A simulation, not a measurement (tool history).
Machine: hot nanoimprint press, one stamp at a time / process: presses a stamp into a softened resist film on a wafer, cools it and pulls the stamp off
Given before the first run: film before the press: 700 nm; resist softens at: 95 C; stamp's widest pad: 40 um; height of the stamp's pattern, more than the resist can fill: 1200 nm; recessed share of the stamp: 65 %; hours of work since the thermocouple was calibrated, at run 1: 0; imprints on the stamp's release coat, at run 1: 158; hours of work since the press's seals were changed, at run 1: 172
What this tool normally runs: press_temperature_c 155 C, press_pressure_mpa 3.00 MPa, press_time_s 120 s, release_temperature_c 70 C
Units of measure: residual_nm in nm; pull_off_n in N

run   hour  press_temperature_c  press_pressure_mpa  press_time_s  release_temperature_c  hours of work since the thermocouple was calibrated  imprints on the stamp's release coat  hours of work since the press's seals were changed  residual_nm  pull_off_n
  1    0.0                  155                3.00           120                     70                                                    0                                   158                                                 172        406.0         118
  2   19.7                  155                3.00           120                     70                                                   10                                   191                                                 183        406.3         113
  3   35.4                  155                3.00           120                     70                                                   18                                   218                                                 191        406.0         119
  4   55.7                  155                3.00           120                     70                                                   29                                   252                                                 201        408.3         115
  5   90.9                  155                3.00           126                     70                                                   47                                   312                                                 219        398.5         114
  6  125.9                  155                3.00           126                     70                                                   65                                   371                                                 237        396.7         112
  7  141.4                  155                3.00           120                     70                                                   73                                   398                                                 245        401.4         115
  8  159.2                  155                3.00           120                     70                                                   82                                   428                                                 254        405.3         114
  9  175.9                  155                3.00           120                     70                                                   90                                   456                                                 263        401.7         112
 10  201.5                  155                3.00           120                     70                                                  103                                   500                                                 276        405.6         116
 11  219.9                  155                3.00           120                     70                                                  113                                   531                                                 285        402.3         114
 12  241.0                  155                3.00           120                     70                                                  124                                   566                                                 296        406.8         113
 13  258.8                  155                3.00           120                     70                                                  133                                   597                                                 305        406.1         113
 14  291.9                  155                3.00           120                     75                                                  150                                   653                                                 322        408.8         107
 15  321.5                  155                3.00           120                     75                                                  165                                   703                                                 338        407.7         109
 16  338.7                  155                3.00           120                     75                                                  174                                   732                                                 346        406.0         112
 17  358.2                  155                3.00           120                     75                                                  184                                   765                                                 356        405.7         107
 18  381.0                  144                3.00           120                     58                                                  196                                   804                                                 368        615.7         126
 19  410.3                  152                3.00           126                     66                                                  211                                   853                                                 383        461.4         119
 20  430.0                  155                3.00           129                     74                                                  221                                   887                                                 393        398.7         109

Expected results for the next run?
 21  460.4                  155                2.41            73                     74                                                  236                                   938                                                 409            ?           ?

residual_nm: 498.1 nm
pull_off_n: 111 N
Were there no unlogged condition in the tool, this run, its random variation unchanged, would have produced residual_nm 498.9 nm, pull_off_n 111 N.

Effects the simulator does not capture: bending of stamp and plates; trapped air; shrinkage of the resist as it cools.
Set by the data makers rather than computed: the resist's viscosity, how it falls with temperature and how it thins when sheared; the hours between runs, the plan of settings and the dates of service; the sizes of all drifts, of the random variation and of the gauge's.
